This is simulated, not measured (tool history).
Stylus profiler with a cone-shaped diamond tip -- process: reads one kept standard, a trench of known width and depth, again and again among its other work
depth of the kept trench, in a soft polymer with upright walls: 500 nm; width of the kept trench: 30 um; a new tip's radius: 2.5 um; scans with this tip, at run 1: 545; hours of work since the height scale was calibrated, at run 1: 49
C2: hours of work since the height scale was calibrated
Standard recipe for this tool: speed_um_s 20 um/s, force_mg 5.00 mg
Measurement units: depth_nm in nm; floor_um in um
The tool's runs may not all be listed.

run 1 hour=0.0 | speed_um_s=20 force_mg=5.00 | scans_with_this_tip=545 C2=49 | depth_nm=512.99 floor_um=26.87
run 2 hour=16.2 | speed_um_s=20 force_mg=5.00 | scans_with_this_tip=634 C2=57 | depth_nm=512.88 floor_um=26.83
run 3 hour=36.9 | speed_um_s=20 force_mg=5.00 | scans_with_this_tip=748 C2=67 | depth_nm=513.06 floor_um=26.88
run 4 hour=65.1 | speed_um_s=20 force_mg=5.00 | scans_with_this_tip=903 C2=81 | depth_nm=513.03 floor_um=26.85
run 5 hour=95.3 | speed_um_s=20 force_mg=5.00 | scans_with_this_tip=1069 C2=96 | depth_nm=512.87 floor_um=26.82
run 6 hour=122.1 | speed_um_s=20 force_mg=5.00 | scans_with_this_tip=1216 C2=109 | depth_nm=512.95 floor_um=26.78
run 7 hour=150.5 | speed_um_s=20 force_mg=5.00 | scans_with_this_tip=1372 C2=123 | depth_nm=512.97 floor_um=26.83
run 8 hour=168.3 | speed_um_s=20 force_mg=5.00 | scans_with_this_tip=1470 C2=132 | depth_nm=512.86 floor_um=26.75
run 9 hour=186.6 | speed_um_s=20 force_mg=5.00 | scans_with_this_tip=1571 C2=141 | depth_nm=512.99 floor_um=26.78
run 10 hour=215.1 | speed_um_s=20 force_mg=5.00 | scans_with_this_tip=1727 C2=155 | depth_nm=512.80 floor_um=26.79
run 11 hour=229.2 | speed_um_s=23 force_mg=5.00 | scans_with_this_tip=1805 C2=162 | depth_nm=512.85 floor_um=26.73
run 12 hour=253.8 | speed_um_s=6 force_mg=3.24 | scans_with_this_tip=1940 C2=174 | depth_nm=509.58 floor_um=26.72
run 13 hour=275.7 | speed_um_s=75 force_mg=4.93 | scans_with_this_tip=2060 C2=185 | depth_nm=512.76 floor_um=26.64
run 14 hour=290.7 | speed_um_s=27 force_mg=3.23 | scans_with_this_tip=2142 C2=193 | depth_nm=509.55 floor_um=26.69
run 15 hour=316.0 | speed_um_s=27 force_mg=3.23 | scans_with_this_tip=2282 C2=205 | depth_nm=509.47 floor_um=26.69
run 16 hour=334.6 | speed_um_s=6 force_mg=5.49 | scans_with_this_tip=2384 C2=214 | depth_nm=513.68 floor_um=26.72
run 17 hour=364.7 | speed_um_s=34 force_mg=10.97 | scans_with_this_tip=2550 C2=229 | depth_nm=521.94 floor_um=26.70
run 18 hour=387.5 | speed_um_s=34 force_mg=10.97 | scans_with_this_tip=2675 C2=240 | depth_nm=522.07 floor_um=26.67
run 19 hour=411.4 | speed_um_s=48 force_mg=5.72 | scans_with_this_tip=2806 C2=252 | depth_nm=513.94 floor_um=26.64
run 20 hour=430.4 | speed_um_s=48 force_mg=5.72 | scans_with_this_tip=2910 C2=262 | depth_nm=513.96 floor_um=26.62

5 options for the next run, each taken on its own from the tool as it stands now. Forecast them:
run A hour=442.8 | speed_um_s=25 force_mg=2.29 | scans_with_this_tip=2979 C2=268 | depth_nm=? floor_um=?
run B hour=442.8 | speed_um_s=76 force_mg=2.37 | scans_with_this_tip=2979 C2=268 | depth_nm=? floor_um=?
run C hour=442.8 | speed_um_s=15 force_mg=7.28 | scans_with_this_tip=2979 C2=268 | depth_nm=? floor_um=?
run D hour=442.8 | speed_um_s=6 force_mg=14.40 | scans_with_this_tip=2979 C2=268 | depth_nm=? floor_um=?
run E hour=442.8 | speed_um_s=48 force_mg=2.14 | scans_with_this_tip=2979 C2=268 | depth_nm=? floor_um=?

run=A depth_nm=507.37 floor_um=26.62
run=B depth_nm=507.55 floor_um=26.56
run=C depth_nm=516.51 floor_um=26.66
run=D depth_nm=526.45 floor_um=26.65
run=E depth_nm=507.14 floor_um=26.56
Take away the tool's hidden state, keep each run's random variation, and the runs would have read:
run=A depth_nm=507.68 floor_um=26.93
run=B depth_nm=507.86 floor_um=26.87
run=C depth_nm=516.83 floor_um=26.96
run=D depth_nm=526.77 floor_um=26.96
run=E depth_nm=507.44 floor_um=26.86
